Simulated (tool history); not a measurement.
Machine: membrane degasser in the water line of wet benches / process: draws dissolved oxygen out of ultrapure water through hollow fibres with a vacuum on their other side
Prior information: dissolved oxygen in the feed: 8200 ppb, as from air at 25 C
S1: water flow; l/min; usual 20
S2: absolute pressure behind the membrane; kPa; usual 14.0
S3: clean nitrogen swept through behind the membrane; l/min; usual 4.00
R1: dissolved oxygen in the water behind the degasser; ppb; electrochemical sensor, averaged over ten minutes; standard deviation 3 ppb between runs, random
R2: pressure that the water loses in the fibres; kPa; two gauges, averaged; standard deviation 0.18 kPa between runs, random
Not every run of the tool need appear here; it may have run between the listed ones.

run	hour	S1	S2	S3	R1	R2
1	0.0	20	14.0	4.00	358.9	32.84
2	256.6	31	14.0	4.00	852.2	50.95
3	399.4	31	14.0	4.00	871.9	50.74
# hour 495.9: membrane cartridge changed
4	593.4	20	14.0	4.00	296.4	30.54
5	769.1	20	14.0	4.00	298.1	30.75
# hour 1057.5: vacuum gauge calibrated
6	1078.4	20	14.0	4.00	300.6	30.65
7	1310.5	20	14.0	4.00	301.8	30.60
8	1567.1	20	14.0	4.00	309.2	30.29
9	1783.0	20	14.0	4.00	303.9	30.62
10	1976.1	20	14.0	4.00	307.5	30.64
11	2308.0	20	14.0	4.00	311.4	30.83
12	2491.9	29	14.0	4.00	671.9	44.77
13	2677.2	29	14.0	4.00	665.8	44.52
14	2908.1	16	13.4	3.67	190.2	24.78
# hour 2957.5: seals of the vacuum lines changed
15	3157.0	16	13.4	3.67	190.6	24.43
16	3425.7	28	13.4	1.88	793.8	43.24
17	3660.6	20	14.0	11.18	234.8	31.01
18	3918.7	20	14.0	11.18	234.4	30.91
19	4137.6	20	14.0	11.18	234.6	31.33
# hour 4215.6: vacuum gauge calibrated
20	4417.6	20	14.0	11.18	234.3	31.46
21	4730.7	20	14.0	11.18	240.6	31.50
22	5073.7	27	21.9	3.81	719.2	42.43
23	5341.3	12	26.7	7.81	114.4	18.89
24	5608.4	13	14.0	9.12	75.1	20.38
25	5856.6	20	32.3	2.12	782.2	31.82

Branching from run 25: 5 alternative next runs. What would each branch give?
A	6195.3	14	20.5	2.94	?	?
B	6195.3	12	10.5	4.00	?	?
C	6195.3	15	14.4	11.49	?	?
D	6195.3	20	9.3	2.12	?	?
E	6195.3	20	18.0	4.00	?	?

run	R1	R2
A	253.6	22.05
B	81.4	18.96
C	108.3	23.89
D	334.1	31.54
E	371.1	31.89
Without the tool's hidden state the same runs would have given:
run	R1	R2
A	238.9	21.16
B	73.8	18.19
C	94.4	22.93
D	302.1	30.26
E	340.0	30.61
